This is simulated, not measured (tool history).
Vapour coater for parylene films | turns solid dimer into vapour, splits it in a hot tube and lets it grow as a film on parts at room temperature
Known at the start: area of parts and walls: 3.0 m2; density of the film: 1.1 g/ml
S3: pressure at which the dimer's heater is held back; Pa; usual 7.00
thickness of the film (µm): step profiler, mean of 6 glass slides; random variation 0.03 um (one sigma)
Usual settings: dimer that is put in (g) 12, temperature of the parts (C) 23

Run 1, day 0.000: usual settings. Result: thickness of the film (µm) 2.31.
At day 1.958: trap's valve overhauled.
Run 2, day 2.458: usual settings. Result: thickness of the film (µm) 2.79.
Run 3, day 5.004: usual settings. Result: thickness of the film (µm) 2.70.
At day 7.225: table's thermometer calibrated.
Run 4, day 7.225: usual settings. Result: thickness of the film (µm) 2.77.
Run 5, day 9.246: usual settings. Result: thickness of the film (µm) 2.74.
Run 6, day 11.625: usual settings. Result: thickness of the film (µm) 2.75.
Run 7, day 15.125: usual settings but dimer that is put in (g) 10. Result: thickness of the film (µm) 2.24.
Run 8, day 17.312: usual settings but S3 4.75 Pa. Result: thickness of the film (µm) 2.70.
Run 9, day 20.721: usual settings but S3 4.75 Pa. Result: thickness of the film (µm) 2.68.
Run 10, day 23.825: usual settings but S3 4.75 Pa. Result: thickness of the film (µm) 2.64.
Run 11, day 25.329: usual settings but dimer that is put in (g) 9, S3 4.75 Pa. Result: thickness of the film (µm) 2.01.
Run 12, day 27.496: usual settings but dimer that is put in (g) 9, S3 4.75 Pa. Result: thickness of the film (µm) 1.93.
Run 13, day 30.762: usual settings but dimer that is put in (g) 9, S3 4.75 Pa. Result: thickness of the film (µm) 1.96.
Run 14, day 32.467: usual settings but temperature of the parts (C) 27, S3 2.09 Pa. Result: thickness of the film (µm) 2.21.
Run 15, day 34.517: usual settings but temperature of the parts (C) 16, S3 3.46 Pa. Result: thickness of the film (µm) 3.20.
Run 16, day 38.104: usual settings but temperature of the parts (C) 16, S3 3.46 Pa. Result: thickness of the film (µm) 3.08.
Run 17, day 41.771: usual settings but temperature of the parts (C) 17, S3 3.46 Pa. Result: thickness of the film (µm) 3.04.
At day 43.346: trap's valve overhauled.
Run 18, day 44.571: usual settings but dimer that is put in (g) 5, S3 3.46 Pa. Result: thickness of the film (µm) 1.18.
Run 19, day 46.975: usual settings but dimer that is put in (g) 8, temperature of the parts (C) 25, S3 8.09 Pa. Result: thickness of the film (µm) 1.64.
Run 20, day 50.012: usual settings but dimer that is put in (g) 8, temperature of the parts (C) 25, S3 8.09 Pa. Result: thickness of the film (µm) 1.65.
Run 21, day 53.017: usual settings but dimer that is put in (g) 7, temperature of the parts (C) 29, S3 8.92 Pa. Result: thickness of the film (µm) 1.21.

3 ways to go on from here, each from the tool as it stands after run 21. What would each give?
Run A, day 55.962: usual settings but dimer that is put in (g) 5, temperature of the parts (C) 16, S3 2.69 Pa. Result: thickness of the film (µm) ?.
Run B, day 55.962: usual settings but dimer that is put in (g) 5, S3 7.63 Pa. Result: thickness of the film (µm) ?.
Run C, day 55.962: usual settings but dimer that is put in (g) 11, temperature of the parts (C) 29, S3 3.75 Pa. Result: thickness of the film (µm) ?.

run  thickness of the film (µm)
  A                        1.46
  B                        1.10
  C                        1.90
Without the tool's hidden state the same runs would have given:
run  thickness of the film (µm)
  A                        1.53
  B                        1.18
  C                        2.04
